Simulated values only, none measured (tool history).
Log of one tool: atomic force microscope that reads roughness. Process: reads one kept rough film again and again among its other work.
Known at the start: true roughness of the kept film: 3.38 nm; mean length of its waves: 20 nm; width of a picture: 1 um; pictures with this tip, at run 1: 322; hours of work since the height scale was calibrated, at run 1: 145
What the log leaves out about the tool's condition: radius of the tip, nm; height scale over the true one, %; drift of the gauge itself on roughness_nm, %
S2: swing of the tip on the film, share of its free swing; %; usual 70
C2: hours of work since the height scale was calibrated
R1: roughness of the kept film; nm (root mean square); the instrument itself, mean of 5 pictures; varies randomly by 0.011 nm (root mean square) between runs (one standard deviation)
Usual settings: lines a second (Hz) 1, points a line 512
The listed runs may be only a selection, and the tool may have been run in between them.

{"run": 1, "hour": 0.0, "lines a second (Hz)": 1, "S2": 70, "points a line": 512, "pictures with this tip": 322, "C2": 145, "R1": 2.547}
{"run": 2, "hour": 12.0, "lines a second (Hz)": 1, "S2": 70, "points a line": 512, "pictures with this tip": 332, "C2": 151, "R1": 2.552}
{"run": 3, "hour": 17.7, "lines a second (Hz)": 1, "S2": 70, "points a line": 512, "pictures with this tip": 337, "C2": 153, "R1": 2.561}
{"hour": 20.2, "done": "new tip fitted"}
{"run": 4, "hour": 23.5, "lines a second (Hz)": 1, "S2": 70, "points a line": 512, "pictures with this tip": 2, "C2": 156, "R1": 2.55}
{"run": 5, "hour": 29.0, "lines a second (Hz)": 0.94, "S2": 70, "points a line": 512, "pictures with this tip": 7, "C2": 159, "R1": 2.567}
{"run": 6, "hour": 40.0, "lines a second (Hz)": 0.94, "S2": 70, "points a line": 512, "pictures with this tip": 16, "C2": 164, "R1": 2.579}
{"run": 7, "hour": 49.0, "lines a second (Hz)": 1, "S2": 70, "points a line": 815, "pictures with this tip": 23, "C2": 169, "R1": 2.567}
{"run": 8, "hour": 59.7, "lines a second (Hz)": 1, "S2": 72, "points a line": 815, "pictures with this tip": 32, "C2": 174, "R1": 2.554}
{"run": 9, "hour": 66.5, "lines a second (Hz)": 1, "S2": 72, "points a line": 815, "pictures with this tip": 38, "C2": 177, "R1": 2.56}
{"run": 10, "hour": 78.5, "lines a second (Hz)": 2.38, "S2": 70, "points a line": 512, "pictures with this tip": 48, "C2": 183, "R1": 2.387}
{"run": 11, "hour": 91.3, "lines a second (Hz)": 2.38, "S2": 70, "points a line": 512, "pictures with this tip": 58, "C2": 190, "R1": 2.372}
{"run": 12, "hour": 101.0, "lines a second (Hz)": 2.38, "S2": 70, "points a line": 512, "pictures with this tip": 66, "C2": 195, "R1": 2.374}
{"run": 13, "hour": 113.7, "lines a second (Hz)": 2.38, "S2": 70, "points a line": 512, "pictures with this tip": 77, "C2": 201, "R1": 2.356}

4 options for the next run, each taken on its own from the tool as it stands now. Forecast them:
{"run": "A", "hour": 126.1, "lines a second (Hz)": 1, "S2": 73, "points a line": 512, "pictures with this tip": 87, "C2": 207, "R1": "?"}
{"run": "B", "hour": 126.1, "lines a second (Hz)": 1.08, "S2": 67, "points a line": 267, "pictures with this tip": 87, "C2": 207, "R1": "?"}
{"run": "C", "hour": 126.1, "lines a second (Hz)": 0.88, "S2": 70, "points a line": 259, "pictures with this tip": 87, "C2": 207, "R1": "?"}
{"run": "D", "hour": 126.1, "lines a second (Hz)": 1, "S2": 73, "points a line": 355, "pictures with this tip": 87, "C2": 207, "R1": "?"}

run=A R1=2.545
run=B R1=2.5
run=C R1=2.503
run=D R1=2.497
Without the tool's hidden state the same runs would have given:
run=A R1=2.549
run=B R1=2.504
run=C R1=2.506
run=D R1=2.5
